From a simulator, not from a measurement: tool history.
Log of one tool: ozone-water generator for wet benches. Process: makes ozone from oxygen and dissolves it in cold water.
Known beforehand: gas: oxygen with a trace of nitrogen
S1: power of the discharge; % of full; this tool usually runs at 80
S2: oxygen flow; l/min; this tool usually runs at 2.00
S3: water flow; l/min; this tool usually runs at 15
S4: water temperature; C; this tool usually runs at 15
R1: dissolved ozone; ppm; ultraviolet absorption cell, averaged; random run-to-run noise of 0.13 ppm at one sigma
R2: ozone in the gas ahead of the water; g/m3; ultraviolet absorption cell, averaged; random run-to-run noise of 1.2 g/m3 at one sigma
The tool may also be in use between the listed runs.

| run | hour | S1 | S2 | S3 | S4 | R1 | R2 |
|---|---|---|---|---|---|---|---|
| 1 | 0.0 | 80 | 2.00 | 15 | 15 | 14.7 | 216.6 |
| 2 | 69.8 | 80 | 2.00 | 15 | 15 | 14.6 | 219.2 |
| 3 | 121.5 | 80 | 2.00 | 15 | 15 | 14.5 | 221.2 |
| 4 | 197.0 | 80 | 2.00 | 15 | 15 | 14.9 | 219.3 |
| 5 | 256.5 | 80 | 2.00 | 15 | 15 | 14.6 | 220.1 |
| 6 | 339.6 | 80 | 2.00 | 15 | 15 | 14.9 | 219.5 |
| 7 | 404.5 | 80 | 2.00 | 15 | 15 | 14.6 | 219.1 |
| 8 | 487.7 | 80 | 2.00 | 15 | 15 | 14.7 | 219.8 |
| 9 | 526.3 | 80 | 2.00 | 15 | 11 | 15.0 | 218.0 |
| 10 | 586.4 | 80 | 3.10 | 15 | 15 | 14.9 | 161.7 |
| 11 | 651.7 | 80 | 3.10 | 15 | 15 | 14.9 | 162.6 |
| 12 | 719.6 | 80 | 2.00 | 9 | 15 | 23.8 | 216.8 |
| 13 | 800.6 | 80 | 2.00 | 15 | 15 | 14.5 | 217.5 |
| 14 | 838.6 | 80 | 2.00 | 15 | 15 | 14.9 | 218.1 |
| 15 | 905.5 | 80 | 2.00 | 15 | 15 | 14.6 | 219.2 |
| 16 | 990.4 | 80 | 2.00 | 15 | 13 | 15.1 | 218.3 |
| 17 | 1044.6 | 80 | 2.00 | 15 | 10 | 15.3 | 220.1 |
| 18 | 1115.3 | 55 | 2.00 | 12 | 11 | 15.7 | 177.1 |
| 19 | 1159.2 | 55 | 2.00 | 12 | 11 | 15.4 | 177.6 |
| 20 | 1199.4 | 44 | 2.73 | 10 | 13 | 15.7 | 126.5 |
|  | 1248.1 | contactor cleaned |
| 21 | 1277.3 | 94 | 1.94 | 10 | 13 | 24.8 | 245.7 |
| 22 | 1331.6 | 94 | 1.94 | 10 | 13 | 24.5 | 245.2 |
| 23 | 1406.6 | 80 | 2.00 | 11 | 16 | 20.1 | 217.9 |
| 24 | 1470.0 | 80 | 2.00 | 19 | 12 | 11.5 | 218.4 |
| 25 | 1531.2 | 80 | 2.00 | 15 | 17 | 14.6 | 217.3 |
| 26 | 1588.3 | 42 | 1.80 | 15 | 15 | 10.1 | 164.7 |
| 27 | 1628.8 | 60 | 2.00 | 15 | 15 | 12.5 | 183.4 |

For run 28, what comes out?
| 28 | 1687.0 | 60 | 1.30 | 21 | 21 | ? | ? |

Logged for run 28: R1 7.8 ppm, R2 250.1 g/m3.
Had the tool carried no hidden state, the very same run would have given R1 7.8 ppm, R2 250.5 g/m3.
